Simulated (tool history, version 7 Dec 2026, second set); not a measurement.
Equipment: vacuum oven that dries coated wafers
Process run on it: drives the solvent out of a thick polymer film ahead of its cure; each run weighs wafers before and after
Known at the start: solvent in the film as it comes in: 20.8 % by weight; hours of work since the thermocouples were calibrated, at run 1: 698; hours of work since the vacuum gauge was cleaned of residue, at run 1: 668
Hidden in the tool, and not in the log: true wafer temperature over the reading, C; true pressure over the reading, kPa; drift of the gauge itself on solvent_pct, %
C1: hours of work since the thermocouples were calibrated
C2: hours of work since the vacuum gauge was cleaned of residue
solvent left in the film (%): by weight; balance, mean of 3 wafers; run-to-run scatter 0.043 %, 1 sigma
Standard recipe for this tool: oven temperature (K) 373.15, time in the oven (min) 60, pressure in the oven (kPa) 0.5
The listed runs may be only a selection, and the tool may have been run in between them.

Run 1, day 0: usual settings; C1 698; C2 668. Result: solvent left in the film (%) 1.76.
Run 2, day 1.262: usual settings; C1 717; C2 687. Result: solvent left in the film (%) 1.78.
Run 3, day 1.917: usual settings; C1 727; C2 698. Result: solvent left in the film (%) 1.76.
Run 4, day 2.754: usual settings; C1 740; C2 710. Result: solvent left in the film (%) 1.81.
Run 5, day 3.371: usual settings; C1 750; C2 720. Result: solvent left in the film (%) 1.82.
Run 6, day 4.162: usual settings but oven temperature (K) 384.15; C1 762; C2 732. Result: solvent left in the film (%) 0.88.
Run 7, day 5.158: usual settings; C1 777; C2 747. Result: solvent left in the film (%) 1.76.
Run 8, day 6.154: usual settings but pressure in the oven (kPa) 0.477; C1 793; C2 763. Result: solvent left in the film (%) 1.79.
Run 9, day 7.138: usual settings but pressure in the oven (kPa) 0.477; C1 808; C2 778. Result: solvent left in the film (%) 1.75.
Run 10, day 8.054: usual settings but pressure in the oven (kPa) 0.477; C1 822; C2 792. Result: solvent left in the film (%) 1.72.
Run 11, day 9.1: usual settings; C1 838; C2 808. Result: solvent left in the film (%) 1.73.
Run 12, day 9.888: usual settings; C1 850; C2 820. Result: solvent left in the film (%) 1.84.
Run 13, day 10.9: usual settings; C1 866; C2 836. Result: solvent left in the film (%) 1.82.
Run 14, day 11.85: usual settings; C1 880; C2 851. Result: solvent left in the film (%) 1.86.
At day 12.004: vacuum gauge cleaned of residue and calibrated.
Run 15, day 12.983: usual settings but oven temperature (K) 378.15, time in the oven (min) 81, pressure in the oven (kPa) 0.379; C1 897; C2 15. Result: solvent left in the film (%) 1.15.
Run 16, day 13.996: usual settings but oven temperature (K) 378.15, time in the oven (min) 81, pressure in the oven (kPa) 0.802; C1 912; C2 31. Result: solvent left in the film (%) 1.9.
Run 17, day 15.371: usual settings but oven temperature (K) 370.15, time in the oven (min) 94; C1 934; C2 52. Result: solvent left in the film (%) 1.92.
Run 18, day 16.1: usual settings but time in the oven (min) 45; C1 945; C2 63. Result: solvent left in the film (%) 2.69.
Run 19, day 16.742: usual settings but oven temperature (K) 380.15, pressure in the oven (kPa) 0.357; C1 955; C2 73. Result: solvent left in the film (%) 1.15.
Run 20, day 17.762: usual settings but oven temperature (K) 380.15, pressure in the oven (kPa) 0.357; C1 970; C2 89. Result: solvent left in the film (%) 1.21.
Run 21, day 18.667: usual settings but oven temperature (K) 380.15, pressure in the oven (kPa) 0.357; C1 984; C2 103. Result: solvent left in the film (%) 1.13.
At day 19.346: vacuum gauge cleaned of residue and calibrated, once more.
Run 22, day 19.492: usual settings but time in the oven (min) 75, pressure in the oven (kPa) 1.464; C1 996; C2 2. Result: solvent left in the film (%) 2.97.
Run 23, day 20.492: usual settings but oven temperature (K) 366.15, time in the oven (min) 75, pressure in the oven (kPa) 1.745; C1 1012; C2 18. Result: solvent left in the film (%) 4.8.
Run 24, day 21.083: usual settings but oven temperature (K) 366.15, time in the oven (min) 75, pressure in the oven (kPa) 1.745; C1 1021; C2 27. Result: solvent left in the film (%) 4.73.
Run 25, day 22.454: usual settings but time in the oven (min) 43, pressure in the oven (kPa) 0.595; C1 1042; C2 48. Result: solvent left in the film (%) 2.32.
Run 26, day 23.45: usual settings but time in the oven (min) 43, pressure in the oven (kPa) 0.595; C1 1057; C2 63. Result: solvent left in the film (%) 2.45.
Run 27, day 24.621: usual settings but time in the oven (min) 43, pressure in the oven (kPa) 0.595; C1 1075; C2 81. Result: solvent left in the film (%) 2.38.

For each entry between runs, how does the tool's hidden state at the last listed run before it compare with that at the first listed run after it?
Runs 14 to 15: vacuum gauge cleaned of residue and calibrated (day 12.004)
  true wafer temperature over the reading, C: 2.24 -> 2.26; true pressure over the reading, kPa: 0.221 -> 0.342
  what was measured, less what the result would be without the hidden state, solvent left in the film (%): +0.13 -> +0.45
Runs 21 to 22: vacuum gauge cleaned of residue and calibrated, once more (day 19.346)
  true wafer temperature over the reading, C: 2.41 -> 2.43; true pressure over the reading, kPa: 0.366 -> 0.002
  what was measured, less what the result would be without the hidden state, solvent left in the film (%): +0.41 -> -0.35
